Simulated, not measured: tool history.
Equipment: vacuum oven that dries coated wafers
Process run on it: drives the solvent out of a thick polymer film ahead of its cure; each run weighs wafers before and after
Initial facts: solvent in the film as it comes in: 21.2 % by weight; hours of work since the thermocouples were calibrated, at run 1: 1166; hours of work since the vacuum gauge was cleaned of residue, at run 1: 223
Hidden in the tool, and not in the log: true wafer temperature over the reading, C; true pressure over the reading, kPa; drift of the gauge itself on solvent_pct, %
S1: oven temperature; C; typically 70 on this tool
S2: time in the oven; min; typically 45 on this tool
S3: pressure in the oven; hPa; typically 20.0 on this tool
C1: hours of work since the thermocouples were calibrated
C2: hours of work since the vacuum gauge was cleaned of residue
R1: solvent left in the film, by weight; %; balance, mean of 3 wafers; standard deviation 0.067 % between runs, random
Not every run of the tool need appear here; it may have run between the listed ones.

run	hour	S1	S2	S3	C1	C2	R1
1	0.0	70	45	20.0	1166	223	3.69
2	8.1	70	45	20.0	1172	229	3.60
3	13.8	70	45	20.0	1176	233	3.61
4	21.8	70	45	15.3	1182	239	3.49
5	30.7	70	45	15.3	1188	246	3.41
# hour 37.5: oven's thermocouples calibrated
6	43.4	70	45	20.0	4	254	4.17
7	52.5	70	45	20.0	11	260	4.13
8	58.4	70	45	20.0	15	264	4.20
9	68.4	70	26	20.0	22	272	7.44
10	79.0	58	45	20.0	30	279	9.09
11	85.0	58	45	20.0	35	284	9.15
12	91.9	58	45	20.0	40	289	9.38
13	97.7	58	45	20.0	44	293	9.42
14	105.1	58	45	20.0	49	298	9.08
15	111.9	58	45	20.0	54	303	9.17
16	121.5	70	45	20.0	61	310	4.09
17	127.1	70	45	20.0	65	314	4.16
18	133.5	70	45	20.0	70	319	4.11
19	138.9	82	25	71.8	74	323	4.28
20	145.5	69	45	22.3	79	328	4.69
21	153.0	74	33	20.0	84	333	4.45
22	163.5	74	33	20.0	92	341	4.30
23	175.7	57	81	20.0	100	350	6.06

Expected results for the next run?
24	184.5	57	81	20.0	107	356	?

Run 24 came out at R1 6.21 %.
If the tool had no hidden condition, the same run with the same run-to-run variation would have returned R1 6.51 %.
